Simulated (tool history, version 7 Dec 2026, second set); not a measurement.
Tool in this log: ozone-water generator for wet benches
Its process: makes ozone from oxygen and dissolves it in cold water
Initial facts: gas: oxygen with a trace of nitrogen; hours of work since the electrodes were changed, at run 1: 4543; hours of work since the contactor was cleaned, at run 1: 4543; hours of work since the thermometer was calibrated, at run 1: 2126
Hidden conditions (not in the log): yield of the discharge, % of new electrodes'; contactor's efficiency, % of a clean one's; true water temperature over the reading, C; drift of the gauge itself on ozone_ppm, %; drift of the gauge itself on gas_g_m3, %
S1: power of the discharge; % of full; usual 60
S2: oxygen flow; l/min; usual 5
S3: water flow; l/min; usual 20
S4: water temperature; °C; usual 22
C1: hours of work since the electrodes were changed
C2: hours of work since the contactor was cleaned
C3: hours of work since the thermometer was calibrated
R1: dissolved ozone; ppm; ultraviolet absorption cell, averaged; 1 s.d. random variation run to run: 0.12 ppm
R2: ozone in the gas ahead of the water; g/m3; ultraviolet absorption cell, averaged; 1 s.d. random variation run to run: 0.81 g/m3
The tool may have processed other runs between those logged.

| run | hour | S1 | S2 | S3 | S4 | C1 | C2 | C3 | R1 | R2 |
|---|---|---|---|---|---|---|---|---|---|---|
| 1 | 0 | 60 | 5 | 20 | 22 | 4543 | 4543 | 2126 | 10.5 | 127.5 |
| 2 | 135.4 | 60 | 5 | 20 | 22 | 4633 | 4633 | 2216 | 10.3 | 126.9 |
| 3 | 230.2 | 60 | 5 | 20 | 22 | 4696 | 4696 | 2279 | 10.3 | 127.1 |
| 4 | 322.8 | 60 | 5 | 20 | 22 | 4758 | 4758 | 2341 | 10.2 | 128.3 |
| 5 | 482 | 60 | 5 | 20 | 22 | 4864 | 4864 | 2447 | 10.6 | 126.8 |
| 6 | 586.5 | 65 | 5 | 20 | 22 | 4933 | 4933 | 2516 | 11.1 | 135.4 |
| 7 | 721 | 65 | 5 | 20 | 22 | 5023 | 5023 | 2606 | 11 | 135.4 |
| 8 | 899.6 | 65 | 5 | 20 | 22 | 5142 | 5142 | 2725 | 10.9 | 135.5 |
| 9 | 1001.2 | 65 | 5 | 20 | 22 | 5209 | 5209 | 2792 | 11.1 | 134.3 |
| 10 | 1127.8 | 65 | 5 | 20 | 22 | 5294 | 5294 | 2876 | 11 | 135.5 |
| 11 | 1246.9 | 65 | 5 | 20 | 22 | 5373 | 5373 | 2956 | 11.1 | 135.9 |
| 12 | 1424 | 65 | 5 | 20 | 22 | 5491 | 5491 | 3074 | 11 | 135 |
| 13 | 1505.9 | 60 | 3.4 | 20 | 22 | 5545 | 5545 | 3128 | 10.5 | 164.4 |
| 14 | 1664.6 | 60 | 3.4 | 20 | 22 | 5651 | 5651 | 3234 | 10.8 | 163.8 |
| 15 | 1845.2 | 60 | 7.45 | 20 | 22 | 5771 | 5771 | 3354 | 9.7 | 97.6 |
| 16 | 1926.9 | 60 | 7.45 | 20 | 22 | 5826 | 5826 | 3408 | 9.6 | 96.1 |
| 17 | 2091.5 | 60 | 7.45 | 20 | 22 | 5935 | 5935 | 3518 | 9.6 | 97.3 |
| 18 | 2237.2 | 56 | 2.96 | 19 | 19 | 6032 | 6032 | 3615 | 11.1 | 170.9 |
| 19 | 2383.2 | 56 | 2.96 | 19 | 19 | 6129 | 6129 | 3712 | 11.1 | 172 |
| 20 | 2516 | 60 | 5 | 16 | 15 | 6218 | 6218 | 3801 | 13.9 | 127.7 |
| 21 | 2667.2 | 74 | 5 | 16 | 29 | 6319 | 6319 | 3901 | 13.2 | 150.7 |
| 22 | 2786.2 | 96 | 5 | 20 | 18 | 6398 | 6398 | 3981 | 15.7 | 179.1 |
| 23 | 2893.7 | 96 | 5 | 20 | 18 | 6469 | 6469 | 4052 | 15.7 | 181.7 |
| 24 | 2978.8 | 82 | 5 | 20 | 22 | 6526 | 6526 | 4109 | 13.1 | 159.6 |
| 25 | 3063.5 | 58 | 5 | 15 | 22 | 6582 | 6582 | 4165 | 12.9 | 124.4 |
|  | 3182.5 | water thermometer calibrated |
| 26 | 3238.7 | 51 | 2.91 | 15 | 22 | 6699 | 6699 | 37 | 12.7 | 159.8 |
| 27 | 3374.1 | 51 | 7.4 | 20 | 22 | 6789 | 6789 | 128 | 8.6 | 87.2 |
| 28 | 3521.3 | 50 | 7.4 | 24 | 22 | 6887 | 6887 | 226 | 7 | 84.9 |
| 29 | 3630.9 | 60 | 5.22 | 20 | 24 | 6960 | 6960 | 299 | 9.8 | 123.8 |
| 30 | 3760.1 | 95 | 6.66 | 22 | 18 | 7046 | 7046 | 385 | 13.5 | 147.7 |
| 31 | 3861.4 | 60 | 5 | 13 | 20 | 7113 | 7113 | 452 | 15.6 | 126.2 |
| 32 | 3940.9 | 89 | 5 | 16 | 17 | 7166 | 7166 | 505 | 18.3 | 169.4 |

Each row is a separate what-if for the run after 32, all from the same tool condition, not one after another. Results?
| A | 4077.1 | 89 | 5 | 16 | 15 | 7257 | 7257 | 596 | ? | ? |
| B | 4077.1 | 89 | 3.05 | 16 | 18 | 7257 | 7257 | 596 | ? | ? |
| C | 4077.1 | 58 | 5 | 16 | 28 | 7257 | 7257 | 596 | ? | ? |
| D | 4077.1 | 90 | 5.35 | 20 | 17 | 7257 | 7257 | 596 | ? | ? |
| E | 4077.1 | 60 | 7.13 | 16 | 15 | 7257 | 7257 | 596 | ? | ? |

| run | R1 | R2 |
|---|---|---|
| A | 18.9 | 169.4 |
| B | 19.2 | 237.2 |
| C | 10.9 | 125.7 |
| D | 15.1 | 164.6 |
| E | 13.4 | 101 |
With no hidden state in the tool, these same runs would have given:
| run | R1 | R2 |
|---|---|---|
| A | 19 | 169.6 |
| B | 19.2 | 237.4 |
| C | 10.9 | 125.8 |
| D | 15.1 | 164.7 |
| E | 13.4 | 101.1 |
